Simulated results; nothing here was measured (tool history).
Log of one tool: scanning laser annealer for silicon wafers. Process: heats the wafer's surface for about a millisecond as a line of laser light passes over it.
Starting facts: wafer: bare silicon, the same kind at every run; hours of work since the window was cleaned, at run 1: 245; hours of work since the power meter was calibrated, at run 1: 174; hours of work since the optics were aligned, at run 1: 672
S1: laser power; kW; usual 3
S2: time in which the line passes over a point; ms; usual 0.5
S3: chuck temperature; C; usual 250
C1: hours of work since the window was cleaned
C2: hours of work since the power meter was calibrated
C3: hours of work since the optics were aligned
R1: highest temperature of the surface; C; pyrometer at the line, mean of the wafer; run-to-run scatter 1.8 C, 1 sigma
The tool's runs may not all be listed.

run 1 hour=0 | S1=3 S2=0.5 S3=250 | C1=245 C2=174 C3=672 | R1=960
run 2 hour=9.1 | S1=3 S2=0.358 S3=250 | C1=250 C2=179 C3=678 | R1=858
run 3 hour=13.8 | S1=3 S2=0.587 S3=250 | C1=253 C2=182 C3=681 | R1=1017
run 4 hour=19.3 | S1=3 S2=0.587 S3=250 | C1=256 C2=185 C3=684 | R1=1017
run 5 hour=25.3 | S1=3 S2=0.5 S3=279 | C1=260 C2=189 C3=688 | R1=990
run 6 hour=31.1 | S1=3 S2=0.5 S3=279 | C1=264 C2=193 C3=691 | R1=988
run 7 hour=37 | S1=3 S2=0.5 S3=279 | C1=267 C2=196 C3=695 | R1=985
run 8 hour=42.4 | S1=3 S2=0.5 S3=279 | C1=270 C2=199 C3=698 | R1=985
run 9 hour=50.7 | S1=3 S2=0.5 S3=279 | C1=275 C2=204 C3=703 | R1=986
run 10 hour=57.4 | S1=3 S2=0.5 S3=279 | C1=280 C2=208 C3=707 | R1=981
run 11 hour=67.2 | S1=3 S2=0.5 S3=250 | C1=285 C2=214 C3=713 | R1=953
run 12 hour=77.2 | S1=3.126 S2=0.5 S3=250 | C1=292 C2=221 C3=719 | R1=991
run 13 hour=81.9 | S1=3 S2=0.5 S3=250 | C1=294 C2=223 C3=722 | R1=951
run 14 hour=87.4 | S1=3 S2=0.5 S3=250 | C1=298 C2=227 C3=725 | R1=954
run 15 hour=92.8 | S1=3 S2=0.5 S3=250 | C1=301 C2=230 C3=729 | R1=951
run 16 hour=101.4 | S1=3 S2=0.5 S3=250 | C1=306 C2=235 C3=734 | R1=950
run 17 hour=108.2 | S1=3 S2=0.5 S3=250 | C1=310 C2=239 C3=738 | R1=947
run 18 hour=117.4 | S1=3 S2=0.5 S3=250 | C1=316 C2=245 C3=743 | R1=948
-- hour=125.1 window over the wafer cleaned
run 19 hour=126.7 | S1=2.946 S2=0.5 S3=250 | C1=1 C2=249 C3=748 | R1=983
run 20 hour=134.9 | S1=2.946 S2=0.5 S3=250 | C1=6 C2=254 C3=753 | R1=982
run 21 hour=139.8 | S1=2.764 S2=0.5 S3=250 | C1=9 C2=257 C3=756 | R1=926
run 22 hour=144.3 | S1=2.987 S2=0.397 S3=253 | C1=12 C2=260 C3=759 | R1=919
run 23 hour=150.6 | S1=2.987 S2=0.397 S3=253 | C1=15 C2=264 C3=762 | R1=919
run 24 hour=159.5 | S1=2.729 S2=0.485 S3=274 | C1=21 C2=269 C3=768 | R1=929
-- hour=163.4 laser's power meter calibrated
run 25 hour=169.2 | S1=2.729 S2=0.485 S3=274 | C1=25 C2=4 C3=772 | R1=929
run 26 hour=177.3 | S1=2.729 S2=0.485 S3=274 | C1=30 C2=8 C3=777 | R1=925
run 27 hour=188.3 | S1=2.817 S2=0.569 S3=274 | C1=37 C2=15 C3=783 | R1=1005
run 28 hour=198.6 | S1=2.817 S2=0.569 S3=274 | C1=43 C2=21 C3=790 | R1=1000
run 29 hour=209.5 | S1=2.817 S2=0.569 S3=274 | C1=49 C2=28 C3=796 | R1=1003
run 30 hour=216.1 | S1=2.817 S2=0.569 S3=274 | C1=53 C2=32 C3=800 | R1=1001
run 31 hour=221.4 | S1=2.817 S2=0.569 S3=274 | C1=57 C2=35 C3=804 | R1=999
run 32 hour=226.7 | S1=2.683 S2=0.47 S3=256 | C1=60 C2=38 C3=807 | R1=880
-- hour=231.3 laser's power meter calibrated, once more
run 33 hour=235.2 | S1=2.683 S2=0.47 S3=256 | C1=63 C2=2 C3=810 | R1=877
run 34 hour=241.5 | S1=3 S2=0.444 S3=212 | C1=67 C2=6 C3=814 | R1=910
run 35 hour=250.1 | S1=3 S2=0.444 S3=212 | C1=72 C2=11 C3=819 | R1=910
run 36 hour=256.7 | S1=2.763 S2=0.59 S3=212 | C1=76 C2=15 C3=823 | R1=932
run 37 hour=264.8 | S1=2.822 S2=0.59 S3=253 | C1=81 C2=20 C3=828 | R1=989
run 38 hour=273.4 | S1=2.822 S2=0.59 S3=253 | C1=86 C2=26 C3=833 | R1=987
run 39 hour=280.1 | S1=2.822 S2=0.59 S3=253 | C1=90 C2=30 C3=837 | R1=989
run 40 hour=287 | S1=3.123 S2=0.5 S3=250 | C1=95 C2=34 C3=842 | R1=1022
run 41 hour=297.8 | S1=3.123 S2=0.5 S3=250 | C1=101 C2=40 C3=848 | R1=1021

4 ways to go on from here, each from the tool as it stands after run 41. What would each give?
run A hour=307.5 | S1=2.933 S2=0.508 S3=239 | C1=107 C2=46 C3=854 | R1=?
run B hour=307.5 | S1=3.238 S2=0.493 S3=253 | C1=107 C2=46 C3=854 | R1=?
run C hour=307.5 | S1=3.094 S2=0.5 S3=229 | C1=107 C2=46 C3=854 | R1=?
run D hour=307.5 | S1=3.289 S2=0.404 S3=239 | C1=107 C2=46 C3=854 | R1=?

run=A R1=954
run=B R1=1051
run=C R1=989
run=D R1=981
The same runs, with their run-to-run variation unchanged, on a tool lacking any hidden condition would have given:
run=A R1=993
run=B R1=1095
run=C R1=1031
run=D R1=1021
